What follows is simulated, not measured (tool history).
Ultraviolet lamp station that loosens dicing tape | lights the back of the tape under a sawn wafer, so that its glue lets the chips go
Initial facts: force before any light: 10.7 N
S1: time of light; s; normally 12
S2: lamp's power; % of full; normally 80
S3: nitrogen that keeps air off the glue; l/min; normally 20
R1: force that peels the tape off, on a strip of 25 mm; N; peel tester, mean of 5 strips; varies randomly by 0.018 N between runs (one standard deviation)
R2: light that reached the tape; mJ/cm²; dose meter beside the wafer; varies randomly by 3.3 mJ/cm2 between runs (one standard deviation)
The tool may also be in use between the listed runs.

run	hour	S1	S2	S3	R1	R2
1	0	12	80	20	1.237	457
2	21.6	12	80	20	1.259	453
3	52	12	94	20	0.883	523
4	84.8	12	94	20	0.899	523
5	101.1	12	95	20	0.89	523
6	117.2	12	95	20	0.94	518
7	134.8	12	80	6	3.044	435
8	150.7	12	80	6	3.08	434
9	185.3	12	80	6	3.175	426
10	200.5	12	80	6	3.175	421
11	222.5	12	80	6	3.118	422
12	246	17	80	20	0.623	598
13	277.2	17	80	29	0.463	591
14	307.2	17	80	29	0.464	584
15	325.4	12	65	20	2.174	340
16	360.8	12	65	20	2.255	327
17	396.1	12	80	21	1.561	401
18	417	12	80	20	1.623	400
19	446.5	12	80	20	1.65	396
20	481.6	12	80	20	1.285	444
21	511.4	12	80	21	1.276	439
22	534.6	12	80	20	1.318	430
23	549.7	12	80	20	1.442	427
24	568.7	9	80	20	2.372	324
25	600.1	9	80	20	2.331	323
26	628	9	80	20	2.366	316
27	653.2	9	80	20	2.402	313
28	677.8	9	80	20	2.335	311
29	702.9	7	80	17	3.581	249
30	739.3	7	80	17	3.753	238
31	764.7	6	84	11	4.983	207
32	789.6	7	74	26	3.467	220
33	823.9	7	74	26	3.491	216
34	852	13	98	30	0.621	528
35	872.8	13	98	30	0.613	519
36	901.8	13	81	7	2.922	424
37	932.6	24	71	7	1.379	683
38	954.1	24	71	7	1.341	677
39	968.8	22	95	28	0.172	818
40	991.7	22	95	9	0.672	824
41	1016.5	7	76	22	3.795	205
42	1042.9	10	83	22	2.284	323
43	1079.3	11	83	17	2.31	351

Missing from the log above: 1 entry noted between runs. For each, name the pair of listed runs it sits between and say how the tool's hidden condition differs from the listed run just before to the listed run just after:
Between runs 19 and 20: window cleaned of glue's vapour (hour 481.1)
  lamp's light, % of a new lamp's: 83.9 -> 83.6; light that the window lets through, % of a clean one's: 88.6 -> 99.7
  measured less the result without the state, R1: +0.768 -> +0.431 N; R2: -136 -> -88 mJ/cm²
